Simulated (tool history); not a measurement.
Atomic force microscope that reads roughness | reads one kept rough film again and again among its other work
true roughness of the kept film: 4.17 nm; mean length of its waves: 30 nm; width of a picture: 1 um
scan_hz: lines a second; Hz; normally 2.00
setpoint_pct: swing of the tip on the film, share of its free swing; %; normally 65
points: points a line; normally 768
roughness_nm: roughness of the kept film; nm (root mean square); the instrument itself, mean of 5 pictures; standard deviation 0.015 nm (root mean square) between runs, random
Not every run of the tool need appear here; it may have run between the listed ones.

run 1 hour=0.0 | scan_hz=2.00 setpoint_pct=65 points=768 | roughness_nm=3.671
run 2 hour=22.0 | scan_hz=2.00 setpoint_pct=65 points=768 | roughness_nm=3.664
run 3 hour=36.0 | scan_hz=2.00 setpoint_pct=65 points=768 | roughness_nm=3.713
run 4 hour=51.8 | scan_hz=2.00 setpoint_pct=65 points=768 | roughness_nm=3.689
-- hour=59.7 new tip fitted
run 5 hour=69.1 | scan_hz=1.97 setpoint_pct=65 points=768 | roughness_nm=3.676
run 6 hour=80.8 | scan_hz=2.00 setpoint_pct=65 points=768 | roughness_nm=3.699
run 7 hour=96.4 | scan_hz=2.00 setpoint_pct=65 points=768 | roughness_nm=3.668
run 8 hour=110.2 | scan_hz=2.11 setpoint_pct=65 points=768 | roughness_nm=3.685
-- hour=119.1 new tip fitted
run 9 hour=130.5 | scan_hz=2.11 setpoint_pct=65 points=768 | roughness_nm=3.657
run 10 hour=141.9 | scan_hz=2.11 setpoint_pct=65 points=768 | roughness_nm=3.660
run 11 hour=165.1 | scan_hz=1.53 setpoint_pct=65 points=768 | roughness_nm=3.719
-- hour=179.5 new tip fitted
run 12 hour=181.6 | scan_hz=1.53 setpoint_pct=72 points=768 | roughness_nm=3.674
run 13 hour=204.5 | scan_hz=1.66 setpoint_pct=65 points=768 | roughness_nm=3.683
run 14 hour=218.9 | scan_hz=1.66 setpoint_pct=65 points=768 | roughness_nm=3.693
run 15 hour=234.4 | scan_hz=2.00 setpoint_pct=65 points=768 | roughness_nm=3.637
-- hour=240.8 new tip fitted
run 16 hour=249.1 | scan_hz=2.00 setpoint_pct=65 points=768 | roughness_nm=3.707
run 17 hour=264.4 | scan_hz=1.26 setpoint_pct=65 points=768 | roughness_nm=3.701
run 18 hour=274.2 | scan_hz=2.00 setpoint_pct=81 points=768 | roughness_nm=3.519
run 19 hour=294.3 | scan_hz=2.00 setpoint_pct=65 points=340 | roughness_nm=3.646
-- hour=300.1 new tip fitted
run 20 hour=309.8 | scan_hz=2.00 setpoint_pct=77 points=768 | roughness_nm=3.533
run 21 hour=331.2 | scan_hz=2.00 setpoint_pct=77 points=768 | roughness_nm=3.564
run 22 hour=351.4 | scan_hz=3.01 setpoint_pct=65 points=768 | roughness_nm=3.596
-- hour=360.7 new tip fitted
run 23 hour=368.1 | scan_hz=2.00 setpoint_pct=65 points=768 | roughness_nm=3.670
run 24 hour=390.0 | scan_hz=2.00 setpoint_pct=65 points=768 | roughness_nm=3.702
run 25 hour=400.4 | scan_hz=2.00 setpoint_pct=65 points=768 | roughness_nm=3.672
run 26 hour=412.7 | scan_hz=0.62 setpoint_pct=74 points=657 | roughness_nm=3.737
-- hour=420.6 new tip fitted
run 27 hour=429.8 | scan_hz=2.66 setpoint_pct=84 points=768 | roughness_nm=3.360
run 28 hour=445.2 | scan_hz=2.66 setpoint_pct=84 points=768 | roughness_nm=3.373
run 29 hour=457.2 | scan_hz=2.66 setpoint_pct=88 points=768 | roughness_nm=3.297
-- hour=480.1 new tip fitted
run 30 hour=480.1 | scan_hz=2.00 setpoint_pct=67 points=538 | roughness_nm=3.655
run 31 hour=490.1 | scan_hz=2.00 setpoint_pct=67 points=538 | roughness_nm=3.651
run 32 hour=502.0 | scan_hz=2.22 setpoint_pct=64 points=824 | roughness_nm=3.694
run 33 hour=512.4 | scan_hz=2.22 setpoint_pct=64 points=824 | roughness_nm=3.689
run 34 hour=532.0 | scan_hz=2.22 setpoint_pct=64 points=824 | roughness_nm=3.659
-- hour=541.3 new tip fitted
run 35 hour=552.7 | scan_hz=0.60 setpoint_pct=65 points=768 | roughness_nm=3.749
run 36 hour=566.7 | scan_hz=2.38 setpoint_pct=72 points=641 | roughness_nm=3.602
run 37 hour=582.5 | scan_hz=2.38 setpoint_pct=72 points=641 | roughness_nm=3.570
-- hour=600.9 new tip fitted
run 38 hour=606.1 | scan_hz=2.38 setpoint_pct=72 points=641 | roughness_nm=3.574
run 39 hour=628.9 | scan_hz=2.38 setpoint_pct=72 points=641 | roughness_nm=3.545
run 40 hour=652.3 | scan_hz=2.00 setpoint_pct=63 points=400 | roughness_nm=3.656
-- hour=661.3 new tip fitted
run 41 hour=665.8 | scan_hz=2.00 setpoint_pct=63 points=400 | roughness_nm=3.675
run 42 hour=687.0 | scan_hz=1.00 setpoint_pct=63 points=266 | roughness_nm=3.691
run 43 hour=709.0 | scan_hz=2.00 setpoint_pct=70 points=768 | roughness_nm=3.598
run 44 hour=719.0 | scan_hz=2.00 setpoint_pct=70 points=768 | roughness_nm=3.632
-- hour=721.3 new tip fitted
run 45 hour=743.0 | scan_hz=2.00 setpoint_pct=70 points=768 | roughness_nm=3.622
run 46 hour=764.6 | scan_hz=2.00 setpoint_pct=70 points=768 | roughness_nm=3.639
run 47 hour=778.2 | scan_hz=0.54 setpoint_pct=65 points=599 | roughness_nm=3.763
-- hour=781.6 new tip fitted
run 48 hour=798.8 | scan_hz=3.63 setpoint_pct=64 points=671 | roughness_nm=3.578
run 49 hour=812.0 | scan_hz=2.00 setpoint_pct=56 points=528 | roughness_nm=3.694
run 50 hour=821.8 | scan_hz=2.00 setpoint_pct=56 points=528 | roughness_nm=3.694

Consider 4 possible next runs. They are alternatives, not a sequence: every one starts from the tool as it was left by run 50. What does each give?
run A hour=834.4 | scan_hz=0.64 setpoint_pct=69 points=768 | roughness_nm=?
run B hour=834.4 | scan_hz=1.11 setpoint_pct=56 points=528 | roughness_nm=?
run C hour=834.4 | scan_hz=2.00 setpoint_pct=88 points=528 | roughness_nm=?
run D hour=834.4 | scan_hz=2.08 setpoint_pct=65 points=996 | roughness_nm=?

run=A roughness_nm=3.782
run=B roughness_nm=3.749
run=C roughness_nm=3.388
run=D roughness_nm=3.697
What these runs would have given with no unlogged condition in the tool:
run=A roughness_nm=3.793
run=B roughness_nm=3.760
run=C roughness_nm=3.398
run=D roughness_nm=3.708
